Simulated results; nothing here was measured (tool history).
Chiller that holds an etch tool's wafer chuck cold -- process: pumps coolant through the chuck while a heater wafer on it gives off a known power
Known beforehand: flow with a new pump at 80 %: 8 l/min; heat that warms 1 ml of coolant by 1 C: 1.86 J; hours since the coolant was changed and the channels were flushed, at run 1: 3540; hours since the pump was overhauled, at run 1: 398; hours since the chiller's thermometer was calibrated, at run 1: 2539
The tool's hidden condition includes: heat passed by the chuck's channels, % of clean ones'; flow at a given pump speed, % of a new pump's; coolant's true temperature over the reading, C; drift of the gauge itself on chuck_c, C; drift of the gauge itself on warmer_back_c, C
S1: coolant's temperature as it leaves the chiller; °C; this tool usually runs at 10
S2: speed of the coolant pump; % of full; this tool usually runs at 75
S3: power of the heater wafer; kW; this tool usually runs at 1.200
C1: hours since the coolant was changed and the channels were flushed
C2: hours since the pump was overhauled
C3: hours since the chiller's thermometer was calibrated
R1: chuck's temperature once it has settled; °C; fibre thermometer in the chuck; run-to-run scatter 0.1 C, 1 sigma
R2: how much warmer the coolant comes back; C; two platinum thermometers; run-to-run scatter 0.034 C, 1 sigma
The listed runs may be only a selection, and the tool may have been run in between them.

Run 1, day 0.000: usual settings; C1 3540; C2 398; C3 2539. Result: R1 23.2 °C, R2 5.18 C.
Run 2, day 0.833: usual settings; C1 3561; C2 418; C3 2559. Result: R1 23.3 °C, R2 5.10 C.
Run 3, day 1.575: usual settings; C1 3578; C2 436; C3 2577. Result: R1 23.3 °C, R2 5.12 C.
Run 4, day 2.475: usual settings; C1 3600; C2 457; C3 2598. Result: R1 23.2 °C, R2 5.14 C.
Run 5, day 3.112: usual settings; C1 3615; C2 473; C3 2614. Result: R1 23.1 °C, R2 5.08 C.
Run 6, day 4.246: usual settings; C1 3642; C2 500; C3 2641. Result: R1 23.2 °C, R2 5.10 C.
Run 7, day 5.196: usual settings; C1 3665; C2 523; C3 2664. Result: R1 23.4 °C, R2 5.13 C.
Run 8, day 5.900: usual settings; C1 3682; C2 540; C3 2681. Result: R1 23.3 °C, R2 5.08 C.
Run 9, day 6.996: usual settings; C1 3708; C2 566; C3 2707. Result: R1 23.3 °C, R2 5.10 C.
Run 10, day 7.654: usual settings; C1 3724; C2 582; C3 2723. Result: R1 23.3 °C, R2 5.00 C.
Run 11, day 8.338: usual settings; C1 3741; C2 598; C3 2739. Result: R1 23.2 °C, R2 4.99 C.
Run 12, day 9.350: usual settings; C1 3765; C2 622; C3 2763. Result: R1 23.4 °C, R2 4.99 C.
Run 13, day 10.250: usual settings; C1 3786; C2 644; C3 2785. Result: R1 23.2 °C, R2 4.99 C.
Run 14, day 10.946: usual settings but S3 1.640 kW; C1 3803; C2 661; C3 2802. Result: R1 28.0 °C, R2 6.89 C.
Run 15, day 12.050: usual settings but S3 1.640 kW; C1 3830; C2 687; C3 2828. Result: R1 28.1 °C, R2 6.92 C.
Run 16, day 13.321: usual settings but S3 0.641 kW; C1 3860; C2 718; C3 2859. Result: R1 17.1 °C, R2 2.56 C.
Run 17, day 14.158: usual settings but S3 0.641 kW; C1 3880; C2 738; C3 2879. Result: R1 17.1 °C, R2 2.55 C.
Run 18, day 14.762: usual settings but S1 4 °C; C1 3895; C2 752; C3 2893. Result: R1 17.3 °C, R2 4.97 C.
Run 19, day 15.479: usual settings but S1 4 °C; C1 3912; C2 769; C3 2911. Result: R1 17.4 °C, R2 4.95 C.
Run 20, day 16.233: usual settings but S1 4 °C; C1 3930; C2 787; C3 2929. Result: R1 17.3 °C, R2 4.94 C.
Run 21, day 17.429: usual settings but S1 4 °C; C1 3959; C2 816; C3 2957. Result: R1 17.2 °C, R2 4.84 C.
Run 22, day 18.475: usual settings but S2 82 % of full, S3 1.334 kW; C1 3984; C2 841; C3 2982. Result: R1 23.9 °C, R2 4.96 C.
Run 23, day 19.462: usual settings but S2 83 % of full, S3 0.720 kW; C1 4008; C2 865; C3 3006. Result: R1 17.5 °C, R2 2.52 C.
Run 24, day 20.738: usual settings but S1 9 °C, S2 91 % of full, S3 1.253 kW; C1 4038; C2 896; C3 3037. Result: R1 21.0 °C, R2 4.05 C.
At day 21.867: gauge calibrated.
Run 25, day 22.038: usual settings but S1 9 °C, S2 91 % of full, S3 1.253 kW; C1 4069; C2 927; C3 3068. Result: R1 21.3 °C, R2 4.45 C.
Run 26, day 22.938: usual settings but S2 77 % of full; C1 4091; C2 948; C3 3090. Result: R1 23.1 °C, R2 5.00 C.
Run 27, day 23.462: usual settings but S1 5 °C, S2 66 % of full, S3 1.015 kW; C1 4104; C2 961; C3 3102. Result: R1 16.9 °C, R2 4.92 C.
Run 28, day 24.338: usual settings but S1 1 °C, S2 92 % of full, S3 0.801 kW; C1 4125; C2 982; C3 3123. Result: R1 8.7 °C, R2 2.81 C.
Run 29, day 25.229: usual settings but S1 18 °C, S2 80 % of full, S3 1.273 kW; C1 4146; C2 1003; C3 3145. Result: R1 31.4 °C, R2 5.06 C.
Run 30, day 25.942: usual settings but S1 6 °C, S2 70 % of full, S3 1.521 kW; C1 4163; C2 1021; C3 3162. Result: R1 23.4 °C, R2 6.92 C.
Run 31, day 27.112: usual settings but S1 9 °C, S2 99 % of full, S3 1.214 kW; C1 4191; C2 1049; C3 3190. Result: R1 20.3 °C, R2 3.87 C.

Predict each of these 3 candidate next runs independently; none follows another, all start after run 31:
Run A, day 28.417: usual settings but S2 99 % of full, S3 0.739 kW; C1 4223; C2 1080; C3 3221. Result: R1 ?, R2 ?.
Run B, day 28.417: usual settings but S1 19 °C, S2 83 % of full, S3 1.051 kW; C1 4223; C2 1080; C3 3221. Result: R1 ?, R2 ?.
Run C, day 28.417: usual settings but S1 6 °C, S3 0.776 kW; C1 4223; C2 1080; C3 3221. Result: R1 ?, R2 ?.

run    R1    R2
  A  17.0  2.35
  B  29.8  3.96
  C  14.6  3.24
Had the tool no hidden state, the same runs would have come out as:
run    R1    R2
  A  17.0  2.45
  B  29.8  4.07
  C  14.6  3.34
